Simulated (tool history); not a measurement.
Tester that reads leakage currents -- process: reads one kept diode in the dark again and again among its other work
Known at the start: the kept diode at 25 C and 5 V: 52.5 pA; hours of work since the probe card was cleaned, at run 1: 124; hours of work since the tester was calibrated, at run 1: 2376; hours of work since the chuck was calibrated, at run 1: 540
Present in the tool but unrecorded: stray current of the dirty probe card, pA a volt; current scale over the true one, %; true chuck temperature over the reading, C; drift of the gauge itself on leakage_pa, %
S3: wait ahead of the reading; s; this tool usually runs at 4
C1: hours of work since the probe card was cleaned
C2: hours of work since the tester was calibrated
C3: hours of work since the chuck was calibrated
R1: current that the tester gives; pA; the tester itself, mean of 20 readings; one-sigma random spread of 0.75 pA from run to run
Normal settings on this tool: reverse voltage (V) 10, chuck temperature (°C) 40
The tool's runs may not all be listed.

{"run": 1, "day": 0.0, "reverse voltage (V)": 10, "chuck temperature (°C)": 40, "S3": 4, "C1": 124, "C2": 2376, "C3": 540, "R1": 248.26}
{"run": 2, "day": 3.704, "reverse voltage (V)": 10, "chuck temperature (°C)": 34, "S3": 4, "C1": 162, "C2": 2414, "C3": 578, "R1": 150.23}
{"run": 3, "day": 10.496, "reverse voltage (V)": 10, "chuck temperature (°C)": 34, "S3": 4, "C1": 231, "C2": 2483, "C3": 647, "R1": 149.88}
{"run": 4, "day": 15.038, "reverse voltage (V)": 10, "chuck temperature (°C)": 34, "S3": 4, "C1": 277, "C2": 2529, "C3": 693, "R1": 150.17}
{"run": 5, "day": 22.512, "reverse voltage (V)": 10, "chuck temperature (°C)": 34, "S3": 4, "C1": 353, "C2": 2605, "C3": 769, "R1": 149.94}
{"run": 6, "day": 29.321, "reverse voltage (V)": 10, "chuck temperature (°C)": 34, "S3": 4, "C1": 422, "C2": 2674, "C3": 838, "R1": 150.24}
{"run": 7, "day": 34.012, "reverse voltage (V)": 10, "chuck temperature (°C)": 24, "S3": 4, "C1": 470, "C2": 2722, "C3": 886, "R1": 62.41}
{"run": 8, "day": 37.808, "reverse voltage (V)": 4.9, "chuck temperature (°C)": 40, "S3": 4, "C1": 508, "C2": 2760, "C3": 925, "R1": 192.24}
{"run": 9, "day": 45.304, "reverse voltage (V)": 10, "chuck temperature (°C)": 40, "S3": 4, "C1": 584, "C2": 2837, "C3": 1001, "R1": 248.55}
{"run": 10, "day": 50.246, "reverse voltage (V)": 10, "chuck temperature (°C)": 40, "S3": 4, "C1": 635, "C2": 2887, "C3": 1051, "R1": 248.32}
{"run": 11, "day": 56.5, "reverse voltage (V)": 10, "chuck temperature (°C)": 40, "S3": 6.52, "C1": 698, "C2": 2950, "C3": 1115, "R1": 248.97}
{"run": 12, "day": 61.85, "reverse voltage (V)": 10, "chuck temperature (°C)": 40, "S3": 6.52, "C1": 753, "C2": 3005, "C3": 1169, "R1": 250.42}
{"run": 13, "day": 67.408, "reverse voltage (V)": 10, "chuck temperature (°C)": 40, "S3": 4, "C1": 809, "C2": 3061, "C3": 1226, "R1": 248.93}
{"day": 73.85, "done": "tester calibrated"}
{"run": 14, "day": 73.85, "reverse voltage (V)": 10, "chuck temperature (°C)": 40, "S3": 4, "C1": 874, "C2": 0, "C3": 1290, "R1": 249.64}
{"run": 15, "day": 81.408, "reverse voltage (V)": 10, "chuck temperature (°C)": 40, "S3": 4, "C1": 951, "C2": 77, "C3": 1367, "R1": 247.18}
{"run": 16, "day": 87.896, "reverse voltage (V)": 10, "chuck temperature (°C)": 40, "S3": 1.81, "C1": 1016, "C2": 143, "C3": 1433, "R1": 249.42}
{"run": 17, "day": 94.908, "reverse voltage (V)": 10, "chuck temperature (°C)": 40, "S3": 0.5, "C1": 1088, "C2": 214, "C3": 1504, "R1": 250.13}
{"run": 18, "day": 98.867, "reverse voltage (V)": 10, "chuck temperature (°C)": 40, "S3": 0.5, "C1": 1128, "C2": 254, "C3": 1544, "R1": 248.21}
{"run": 19, "day": 104.15, "reverse voltage (V)": 10, "chuck temperature (°C)": 40, "S3": 0.5, "C1": 1182, "C2": 308, "C3": 1598, "R1": 249.5}
{"run": 20, "day": 108.208, "reverse voltage (V)": 1.8, "chuck temperature (°C)": 24, "S3": 4, "C1": 1223, "C2": 349, "C3": 1639, "R1": 33.05}
{"run": 21, "day": 114.017, "reverse voltage (V)": 1.8, "chuck temperature (°C)": 24, "S3": 4, "C1": 1282, "C2": 408, "C3": 1698, "R1": 33.04}
{"run": 22, "day": 120.175, "reverse voltage (V)": 1.8, "chuck temperature (°C)": 24, "S3": 4, "C1": 1345, "C2": 471, "C3": 1761, "R1": 33.16}
{"run": 23, "day": 127.292, "reverse voltage (V)": 2.3, "chuck temperature (°C)": 53, "S3": 2.33, "C1": 1417, "C2": 543, "C3": 1833, "R1": 406.8}
{"run": 24, "day": 131.717, "reverse voltage (V)": 1.9, "chuck temperature (°C)": 31, "S3": 2.09, "C1": 1462, "C2": 588, "C3": 1878, "R1": 63.15}
{"run": 25, "day": 135.242, "reverse voltage (V)": 1.9, "chuck temperature (°C)": 31, "S3": 2.09, "C1": 1498, "C2": 624, "C3": 1914, "R1": 63.09}
{"run": 26, "day": 142.096, "reverse voltage (V)": 10, "chuck temperature (°C)": 21, "S3": 4, "C1": 1567, "C2": 694, "C3": 1984, "R1": 47.05}
{"run": 27, "day": 146.167, "reverse voltage (V)": 2.8, "chuck temperature (°C)": 40, "S3": 2.74, "C1": 1609, "C2": 735, "C3": 2025, "R1": 156.1}
{"run": 28, "day": 150.079, "reverse voltage (V)": 5.4, "chuck temperature (°C)": 40, "S3": 2.74, "C1": 1648, "C2": 775, "C3": 2065, "R1": 199.19}
{"run": 29, "day": 156.908, "reverse voltage (V)": 17.8, "chuck temperature (°C)": 40, "S3": 3.96, "C1": 1718, "C2": 844, "C3": 2134, "R1": 307.97}
{"run": 30, "day": 161.083, "reverse voltage (V)": 17.8, "chuck temperature (°C)": 40, "S3": 3.96, "C1": 1760, "C2": 887, "C3": 2177, "R1": 306.88}
{"run": 31, "day": 166.912, "reverse voltage (V)": 17.8, "chuck temperature (°C)": 40, "S3": 3.96, "C1": 1820, "C2": 946, "C3": 2236, "R1": 308.19}
{"run": 32, "day": 172.938, "reverse voltage (V)": 17.8, "chuck temperature (°C)": 40, "S3": 3.96, "C1": 1881, "C2": 1007, "C3": 2297, "R1": 306.18}
{"run": 33, "day": 177.579, "reverse voltage (V)": 10, "chuck temperature (°C)": 28, "S3": 6.18, "C1": 1928, "C2": 1054, "C3": 2345, "R1": 88.96}
{"run": 34, "day": 181.867, "reverse voltage (V)": 3.2, "chuck temperature (°C)": 22, "S3": 0.35, "C1": 1972, "C2": 1098, "C3": 2388, "R1": 34.57}
{"day": 184.583, "done": "chuck's temperature calibrated"}
{"run": 35, "day": 187.008, "reverse voltage (V)": 3.2, "chuck temperature (°C)": 22, "S3": 0.35, "C1": 2023, "C2": 1149, "C3": 25, "R1": 34.51}

Forecast each of these 3 alternatives for the next run:
{"run": "A", "day": 192.229, "reverse voltage (V)": 10, "chuck temperature (°C)": 40, "S3": 0.45, "C1": 2076, "C2": 1202, "C3": 78, "R1": "?"}
{"run": "B", "day": 192.229, "reverse voltage (V)": 2.9, "chuck temperature (°C)": 27, "S3": 5.77, "C1": 2076, "C2": 1202, "C3": 78, "R1": "?"}
{"run": "C", "day": 192.229, "reverse voltage (V)": 1.8, "chuck temperature (°C)": 32, "S3": 0.35, "C1": 2076, "C2": 1202, "C3": 78, "R1": "?"}

run=A R1=248.9
run=B R1=51.49
run=C R1=67.44
Without the tool's hidden state the same runs would have given:
run=A R1=248.82
run=B R1=51.47
run=C R1=67.43
